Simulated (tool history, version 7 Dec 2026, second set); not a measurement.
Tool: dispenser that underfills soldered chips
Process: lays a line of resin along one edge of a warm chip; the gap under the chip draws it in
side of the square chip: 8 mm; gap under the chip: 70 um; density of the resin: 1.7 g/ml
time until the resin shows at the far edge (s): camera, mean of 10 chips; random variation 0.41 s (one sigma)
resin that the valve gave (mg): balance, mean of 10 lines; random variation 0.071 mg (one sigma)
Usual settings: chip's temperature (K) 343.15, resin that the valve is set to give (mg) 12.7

run	day	chip's temperature (K)	resin that the valve is set to give (mg)	time until the resin shows at the far edge (s)	resin that the valve gave (mg)
1	0.000	343.15	12.7	41.2	11.76
# day 0.079: new syringe of resin
# day 0.254: dispensing valve cleaned and set on the balance
2	0.325	334.15	12.7	46.2	12.64
# day 0.571: new syringe of resin
3	0.600	334.15	12.7	38.2	12.71
4	0.842	334.15	15.4	48.0	15.36
5	0.983	334.15	15.4	54.7	15.25
# day 1.025: new syringe of resin
6	1.283	334.15	15.4	48.2	15.15
7	1.438	333.15	15.4	57.8	15.18
# day 1.471: new syringe of resin
8	1.658	334.15	12.7	44.0	12.38
9	1.800	334.15	12.7	50.0	12.46
# day 1.921: new syringe of resin
10	2.029	334.15	12.7	41.3	12.43
11	2.225	353.15	12.7	28.3	12.40
# day 2.362: new syringe of resin
12	2.496	353.15	12.7	24.1	12.25
13	2.683	353.15	12.7	27.9	12.39
# day 2.817: new syringe of resin
14	2.917	353.15	12.7	22.0	12.29
15	3.204	331.15	12.7	59.7	12.23
# day 3.262: new syringe of resin
16	3.433	331.15	12.7	47.7	12.21
17	3.633	343.15	12.7	39.2	12.28
# day 3.704: new syringe of resin
18	3.883	353.15	12.7	24.7	12.10
# day 4.150: new syringe of resin
19	4.171	353.15	12.2	21.6	11.58
20	4.425	353.15	12.2	27.3	11.65
# day 4.596: new syringe of resin
21	4.596	336.15	11.0	36.9	10.40
22	4.779	355.15	12.3	24.9	11.60
# day 5.042: new syringe of resin
23	5.046	334.15	11.9	37.1	11.18
24	5.254	328.15	15.3	53.8	14.48
25	5.454	357.15	15.6	26.9	14.58
# day 5.488: new syringe of resin
26	5.633	355.15	15.6	22.7	14.62
27	5.842	355.15	15.6	27.8	14.38
# day 5.950: new syringe of resin
28	6.050	351.15	12.1	24.7	11.20
29	6.288	344.15	15.7	37.7	14.45
# day 6.412: new syringe of resin
30	6.533	332.15	14.1	44.3	13.03
31	6.804	356.15	15.0	28.7	13.76
# day 6.858: new syringe of resin
# day 6.900: dispensing valve cleaned and set on the balance
32	7.133	356.15	15.0	23.8	15.01
33	7.271	331.15	12.9	57.7	12.91
# day 7.350: new syringe of resin
34	7.492	331.15	12.9	46.4	12.73

Hidden state or all else? Some run-to-run changes of time until the resin shows at the far edge (s), split into what the settings, what came in and random variation would give without the hidden state, and what is left for the hidden state (with any gauge scatter that isn't in both results):
The hidden state here: resin's viscosity, % of fresh resin's; dose that the valve gives, % of what is set; true chip temperature over the reading, C; drift of the gauge itself on fill_s, %; drift of the gauge itself on given_mg, %.
Run 7 -> 8: chip's temperature (K) 333.15 -> 334.15, resin that the valve is set to give (mg) 15.4 -> 12.7, new syringe of resin. time until the resin shows at the far edge (s) -13.8: hidden state -12.6, all else -1.2.
Run 14 -> 15: chip's temperature (K) 353.15 -> 331.15. time until the resin shows at the far edge (s) +37.7: hidden state +16.3, all else +21.4.
Run 15 -> 16: new syringe of resin. time until the resin shows at the far edge (s) -12.0: hidden state -12.0, all else +0.0.
Run 24 -> 25: chip's temperature (K) 328.15 -> 357.15, resin that the valve is set to give (mg) 15.3 -> 15.6. time until the resin shows at the far edge (s) -26.9: hidden state -0.4, all else -26.5.
Run 32 -> 33: chip's temperature (K) 356.15 -> 331.15, resin that the valve is set to give (mg) 15.0 -> 12.9. time until the resin shows at the far edge (s) +33.9: hidden state +12.0, all else +21.9.
